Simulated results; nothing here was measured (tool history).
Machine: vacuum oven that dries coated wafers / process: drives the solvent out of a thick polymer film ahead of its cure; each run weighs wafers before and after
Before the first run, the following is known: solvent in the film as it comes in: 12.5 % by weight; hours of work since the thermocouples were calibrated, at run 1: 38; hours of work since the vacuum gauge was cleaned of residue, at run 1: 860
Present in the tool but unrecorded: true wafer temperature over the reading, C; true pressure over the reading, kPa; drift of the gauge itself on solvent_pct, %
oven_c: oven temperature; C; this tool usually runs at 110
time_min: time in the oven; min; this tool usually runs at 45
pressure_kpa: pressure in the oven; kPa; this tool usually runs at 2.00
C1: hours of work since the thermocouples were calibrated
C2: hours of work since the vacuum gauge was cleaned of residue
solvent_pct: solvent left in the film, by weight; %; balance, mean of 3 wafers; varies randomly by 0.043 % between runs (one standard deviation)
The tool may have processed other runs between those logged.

run 1 hour=0.0 | oven_c=110 time_min=45 pressure_kpa=2.00 | C1=38 C2=860 | solvent_pct=2.81
run 2 hour=40.1 | oven_c=110 time_min=45 pressure_kpa=2.00 | C1=63 C2=884 | solvent_pct=2.75
run 3 hour=80.6 | oven_c=110 time_min=45 pressure_kpa=2.00 | C1=87 C2=908 | solvent_pct=2.82
run 4 hour=129.9 | oven_c=110 time_min=45 pressure_kpa=2.00 | C1=117 C2=938 | solvent_pct=2.80
run 5 hour=172.6 | oven_c=110 time_min=45 pressure_kpa=2.00 | C1=142 C2=963 | solvent_pct=2.75
run 6 hour=217.4 | oven_c=110 time_min=45 pressure_kpa=2.84 | C1=169 C2=990 | solvent_pct=3.68
run 7 hour=251.1 | oven_c=110 time_min=45 pressure_kpa=2.84 | C1=190 C2=1011 | solvent_pct=3.71
run 8 hour=302.7 | oven_c=110 time_min=45 pressure_kpa=4.26 | C1=221 C2=1042 | solvent_pct=5.21
run 9 hour=337.0 | oven_c=110 time_min=45 pressure_kpa=4.26 | C1=241 C2=1062 | solvent_pct=5.31
run 10 hour=379.5 | oven_c=110 time_min=45 pressure_kpa=2.00 | C1=267 C2=1088 | solvent_pct=2.68
run 11 hour=405.8 | oven_c=110 time_min=45 pressure_kpa=2.00 | C1=283 C2=1104 | solvent_pct=2.80
run 12 hour=432.7 | oven_c=110 time_min=45 pressure_kpa=2.00 | C1=299 C2=1120 | solvent_pct=2.78
run 13 hour=482.0 | oven_c=110 time_min=45 pressure_kpa=1.10 | C1=328 C2=1150 | solvent_pct=1.81
run 14 hour=511.6 | oven_c=110 time_min=45 pressure_kpa=2.00 | C1=346 C2=1167 | solvent_pct=2.72
run 15 hour=544.0 | oven_c=110 time_min=45 pressure_kpa=2.00 | C1=366 C2=1187 | solvent_pct=2.80
run 16 hour=602.2 | oven_c=110 time_min=45 pressure_kpa=2.46 | C1=401 C2=1222 | solvent_pct=3.31
run 17 hour=660.2 | oven_c=110 time_min=45 pressure_kpa=2.46 | C1=436 C2=1257 | solvent_pct=3.29
run 18 hour=695.6 | oven_c=110 time_min=49 pressure_kpa=2.00 | C1=457 C2=1278 | solvent_pct=2.73
run 19 hour=723.5 | oven_c=110 time_min=32 pressure_kpa=2.00 | C1=474 C2=1295 | solvent_pct=3.14
run 20 hour=753.4 | oven_c=110 time_min=45 pressure_kpa=2.00 | C1=492 C2=1313 | solvent_pct=2.79
run 21 hour=808.2 | oven_c=110 time_min=45 pressure_kpa=2.00 | C1=525 C2=1346 | solvent_pct=2.80
run 22 hour=852.0 | oven_c=110 time_min=67 pressure_kpa=2.00 | C1=551 C2=1372 | solvent_pct=2.66
run 23 hour=903.6 | oven_c=110 time_min=45 pressure_kpa=2.00 | C1=582 C2=1403 | solvent_pct=2.83
run 24 hour=948.3 | oven_c=110 time_min=45 pressure_kpa=2.00 | C1=609 C2=1430 | solvent_pct=2.71
run 25 hour=983.9 | oven_c=110 time_min=45 pressure_kpa=2.00 | C1=631 C2=1452 | solvent_pct=2.90
run 26 hour=1022.6 | oven_c=110 time_min=45 pressure_kpa=2.00 | C1=654 C2=1475 | solvent_pct=2.79
run 27 hour=1052.7 | oven_c=115 time_min=45 pressure_kpa=1.20 | C1=672 C2=1493 | solvent_pct=1.54
run 28 hour=1101.6 | oven_c=101 time_min=74 pressure_kpa=3.41 | C1=701 C2=1522 | solvent_pct=5.73
run 29 hour=1138.8 | oven_c=110 time_min=23 pressure_kpa=4.27 | C1=724 C2=1545 | solvent_pct=6.03
run 30 hour=1167.6 | oven_c=110 time_min=41 pressure_kpa=1.56 | C1=741 C2=1562 | solvent_pct=2.44
run 31 hour=1219.5 | oven_c=110 time_min=41 pressure_kpa=1.56 | C1=772 C2=1593 | solvent_pct=2.41
-- hour=1223.4 vacuum gauge cleaned of residue and calibrated
run 32 hour=1250.3 | oven_c=118 time_min=41 pressure_kpa=1.54 | C1=790 C2=16 | solvent_pct=1.70
run 33 hour=1285.3 | oven_c=111 time_min=69 pressure_kpa=1.79 | C1=811 C2=37 | solvent_pct=2.37
run 34 hour=1329.5 | oven_c=111 time_min=47 pressure_kpa=2.41 | C1=838 C2=64 | solvent_pct=3.14
run 35 hour=1367.4 | oven_c=122 time_min=36 pressure_kpa=2.74 | C1=860 C2=87 | solvent_pct=2.45
run 36 hour=1418.0 | oven_c=99 time_min=53 pressure_kpa=6.21 | C1=891 C2=117 | solvent_pct=10.89
-- hour=1467.0 vacuum gauge cleaned of residue and calibrated, once more
run 37 hour=1468.3 | oven_c=114 time_min=43 pressure_kpa=3.13 | C1=920 C2=1 | solvent_pct=3.17
run 38 hour=1520.2 | oven_c=99 time_min=33 pressure_kpa=2.50 | C1=951 C2=32 | solvent_pct=5.20
run 39 hour=1572.6 | oven_c=99 time_min=33 pressure_kpa=2.50 | C1=983 C2=64 | solvent_pct=5.24
run 40 hour=1620.8 | oven_c=98 time_min=45 pressure_kpa=2.00 | C1=1012 C2=93 | solvent_pct=4.14
run 41 hour=1647.1 | oven_c=98 time_min=45 pressure_kpa=2.00 | C1=1028 C2=108 | solvent_pct=4.05
run 42 hour=1700.0 | oven_c=98 time_min=45 pressure_kpa=2.00 | C1=1060 C2=140 | solvent_pct=4.11
run 43 hour=1739.9 | oven_c=120 time_min=45 pressure_kpa=1.97 | C1=1084 C2=164 | solvent_pct=1.59
run 44 hour=1781.0 | oven_c=120 time_min=45 pressure_kpa=1.97 | C1=1108 C2=189 | solvent_pct=1.57
run 45 hour=1832.2 | oven_c=111 time_min=34 pressure_kpa=2.00 | C1=1139 C2=220 | solvent_pct=2.60
run 46 hour=1870.5 | oven_c=111 time_min=44 pressure_kpa=2.00 | C1=1162 C2=243 | solvent_pct=2.35

5 options for the next run, each taken on its own from the tool as it stands now. Forecast them:
run A hour=1905.3 | oven_c=122 time_min=26 pressure_kpa=5.08 | C1=1183 C2=264 | solvent_pct=?
run B hour=1905.3 | oven_c=123 time_min=72 pressure_kpa=1.18 | C1=1183 C2=264 | solvent_pct=?
run C hour=1905.3 | oven_c=115 time_min=62 pressure_kpa=3.33 | C1=1183 C2=264 | solvent_pct=?
run D hour=1905.3 | oven_c=104 time_min=58 pressure_kpa=2.00 | C1=1183 C2=264 | solvent_pct=?
run E hour=1905.3 | oven_c=106 time_min=44 pressure_kpa=2.00 | C1=1183 C2=264 | solvent_pct=?

run=A solvent_pct=4.01
run=B solvent_pct=0.87
run=C solvent_pct=3.17
run=D solvent_pct=2.82
run=E solvent_pct=2.82
Without the tool's unlogged condition, the same runs would have read:
run=A solvent_pct=4.28
run=B solvent_pct=0.88
run=C solvent_pct=3.33
run=D solvent_pct=2.99
run=E solvent_pct=3.02
